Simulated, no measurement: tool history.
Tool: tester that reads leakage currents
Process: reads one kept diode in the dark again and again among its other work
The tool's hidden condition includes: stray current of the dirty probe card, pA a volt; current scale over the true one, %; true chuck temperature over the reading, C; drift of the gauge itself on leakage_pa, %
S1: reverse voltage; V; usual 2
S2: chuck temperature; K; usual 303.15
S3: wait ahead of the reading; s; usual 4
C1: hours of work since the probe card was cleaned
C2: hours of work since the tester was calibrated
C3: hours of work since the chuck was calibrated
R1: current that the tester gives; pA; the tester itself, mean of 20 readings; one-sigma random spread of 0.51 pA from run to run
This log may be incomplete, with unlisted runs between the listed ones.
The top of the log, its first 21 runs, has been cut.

run,hour,S1,S2,S3,C1,C2,C3,R1
22,2396.1,17.29,326.15,1.46,2221,384,1081,3780.76
# hour 2473.6: tester calibrated, once more
23,2521.2,17.29,326.15,1.46,2276,22,1137,3723.4
24,2665.6,2,303.15,6.24,2341,87,1202,159.19
25,2824.9,18.63,330.15,1.2,2413,159,1274,5262.37
26,2933.9,1.46,312.15,3.29,2463,208,1323,287.36
# hour 3060.6: probe card cleaned and baked
27,3088.5,1.46,307.15,3.29,13,276,1392,180.98
28,3163.3,3.66,327.15,3.29,46,310,1426,1621.43
29,3257.7,3.66,327.15,3.29,89,353,1468,1620.76
30,3406.3,3.66,327.15,2.72,156,420,1535,1609.36
31,3567.3,6.88,327.15,1.78,229,493,1608,2289.93
32,3674.5,10.19,306.15,1.39,277,541,1656,495.19
33,3846.9,2,310.15,5.37,355,619,1734,276.95
34,3981.5,2,296.15,4,416,680,1795,77.15
35,4125.2,1.12,319.15,0.74,481,745,1860,422.52
36,4224.3,2.3,310.15,2.6,526,789,1905,295.98
37,4384.2,2.3,310.15,2.6,598,862,1977,294.19
38,4496.6,2,304.15,4,649,912,2028,158.98
# hour 4514: chuck's temperature calibrated
39,4629.2,2,304.15,4,708,971,52,186.94

What if the next run were any one of these 3? Each begins from the tool's condition after run 39:
A,4776.8,4.66,303.15,5.02,774,1038,119,?
B,4776.8,2,304.15,1.81,774,1038,119,?
C,4776.8,1.25,294.15,7.67,774,1038,119,?

run,R1
A,277.66
B,187.45
C,56.82
Had the tool no hidden state, the same runs would have come out as:
run,R1
A,273.78
B,185.88
C,55.77
